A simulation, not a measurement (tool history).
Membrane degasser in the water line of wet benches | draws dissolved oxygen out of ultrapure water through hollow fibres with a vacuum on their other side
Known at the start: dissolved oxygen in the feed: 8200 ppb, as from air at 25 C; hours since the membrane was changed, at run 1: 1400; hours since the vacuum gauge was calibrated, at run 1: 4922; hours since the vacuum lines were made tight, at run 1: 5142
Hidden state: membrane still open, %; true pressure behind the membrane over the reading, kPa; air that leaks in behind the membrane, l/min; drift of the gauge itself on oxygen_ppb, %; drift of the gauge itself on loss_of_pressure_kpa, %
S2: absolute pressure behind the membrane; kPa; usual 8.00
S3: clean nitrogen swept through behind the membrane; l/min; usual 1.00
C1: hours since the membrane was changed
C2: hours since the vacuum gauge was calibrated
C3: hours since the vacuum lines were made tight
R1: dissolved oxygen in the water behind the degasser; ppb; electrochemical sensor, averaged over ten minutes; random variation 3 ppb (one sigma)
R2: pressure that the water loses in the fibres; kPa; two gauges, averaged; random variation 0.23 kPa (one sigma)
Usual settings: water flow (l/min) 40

Run 1, hour 0.0: usual settings; C1 1400; C2 4922; C3 5142. Result: R1 406.8 ppb, R2 59.14 kPa.
Run 2, hour 74.1: usual settings; C1 1474; C2 4996; C3 5216. Result: R1 412.4 ppb, R2 59.43 kPa.
Run 3, hour 112.1: usual settings; C1 1512; C2 5034; C3 5254. Result: R1 412.1 ppb, R2 59.05 kPa.
Run 4, hour 151.2: usual settings; C1 1552; C2 5073; C3 5294. Result: R1 408.8 ppb, R2 59.07 kPa.
Run 5, hour 219.5: usual settings; C1 1620; C2 5142; C3 5362. Result: R1 409.8 ppb, R2 59.05 kPa.
Run 6, hour 292.3: usual settings; C1 1693; C2 5214; C3 5435. Result: R1 413.0 ppb, R2 59.27 kPa.
Run 7, hour 346.3: usual settings; C1 1747; C2 5269; C3 5489. Result: R1 413.0 ppb, R2 59.19 kPa.
Run 8, hour 409.3: usual settings; C1 1810; C2 5332; C3 5552. Result: R1 413.1 ppb, R2 59.09 kPa.
At hour 476.0: seals of the vacuum lines changed.
Run 9, hour 487.0: usual settings but S3 2.31 l/min; C1 1885; C2 5407; C3 11. Result: R1 207.0 ppb, R2 58.99 kPa.
Run 10, hour 538.4: usual settings but S2 5.81 kPa; C1 1937; C2 5459; C3 62. Result: R1 253.7 ppb, R2 59.44 kPa.
Run 11, hour 583.4: usual settings but S2 5.81 kPa; C1 1982; C2 5504; C3 107. Result: R1 251.4 ppb, R2 59.41 kPa.
Run 12, hour 665.4: usual settings but water flow (l/min) 26, S2 16.82 kPa; C1 2064; C2 5586; C3 189. Result: R1 741.9 ppb, R2 38.63 kPa.
Run 13, hour 742.2: usual settings but water flow (l/min) 26, S2 16.82 kPa; C1 2141; C2 5662; C3 266. Result: R1 740.8 ppb, R2 38.79 kPa.
Run 14, hour 779.3: usual settings but water flow (l/min) 26, S2 16.82 kPa; C1 2178; C2 5699; C3 303. Result: R1 744.5 ppb, R2 38.79 kPa.
Run 15, hour 835.1: usual settings but water flow (l/min) 26, S2 5.15 kPa, S3 0.96 l/min; C1 2233; C2 5755; C3 359. Result: R1 146.2 ppb, R2 38.50 kPa.
At hour 860.7: vacuum gauge calibrated.
Run 16, hour 876.1: usual settings but water flow (l/min) 53, S2 16.33 kPa, S3 0.72 l/min; C1 2274; C2 15; C3 400. Result: R1 1470.2 ppb, R2 79.05 kPa.
Run 17, hour 951.3: usual settings but water flow (l/min) 53, S2 16.33 kPa, S3 0.72 l/min; C1 2349; C2 91; C3 475. Result: R1 1449.5 ppb, R2 78.78 kPa.
Run 18, hour 996.9: usual settings but water flow (l/min) 53, S2 16.33 kPa, S3 0.72 l/min; C1 2395; C2 136; C3 520. Result: R1 1461.5 ppb, R2 78.67 kPa.
Run 19, hour 1067.6: usual settings but water flow (l/min) 54, S2 6.53 kPa; C1 2465; C2 207; C3 591. Result: R1 330.3 ppb, R2 80.23 kPa.
Run 20, hour 1108.3: usual settings but water flow (l/min) 54, S2 6.53 kPa; C1 2506; C2 248; C3 632. Result: R1 332.0 ppb, R2 80.19 kPa.
Run 21, hour 1142.9: usual settings but water flow (l/min) 38, S2 12.41 kPa, S3 0.72 l/min; C1 2541; C2 282; C3 666. Result: R1 846.3 ppb, R2 56.59 kPa.
Run 22, hour 1207.9: usual settings but water flow (l/min) 38, S2 12.41 kPa, S3 0.72 l/min; C1 2606; C2 347; C3 731. Result: R1 843.0 ppb, R2 56.23 kPa.

Forecast each of these 4 alternatives for the next run:
Run A, hour 1276.4: usual settings but S3 0.62 l/min; C1 2674; C2 416; C3 800. Result: R1 ?, R2 ?.
Run B, hour 1276.4: usual settings but water flow (l/min) 55, S2 7.17 kPa, S3 0.72 l/min; C1 2674; C2 416; C3 800. Result: R1 ?, R2 ?.
Run C, hour 1276.4: usual settings but water flow (l/min) 38, S2 5.97 kPa, S3 2.47 l/min; C1 2674; C2 416; C3 800. Result: R1 ?, R2 ?.
Run D, hour 1276.4: usual settings but water flow (l/min) 38, S2 12.41 kPa, S3 1.55 l/min; C1 2674; C2 416; C3 800. Result: R1 ?, R2 ?.

run     R1     R2
  A  534.6  59.66
  B  499.1  82.01
  C   99.1  56.44
  D  472.0  56.68
Without the tool's hidden state the same runs would have given:
run     R1     R2
  A  533.3  58.66
  B  497.2  80.64
  C   97.9  55.49
  D  469.8  55.73

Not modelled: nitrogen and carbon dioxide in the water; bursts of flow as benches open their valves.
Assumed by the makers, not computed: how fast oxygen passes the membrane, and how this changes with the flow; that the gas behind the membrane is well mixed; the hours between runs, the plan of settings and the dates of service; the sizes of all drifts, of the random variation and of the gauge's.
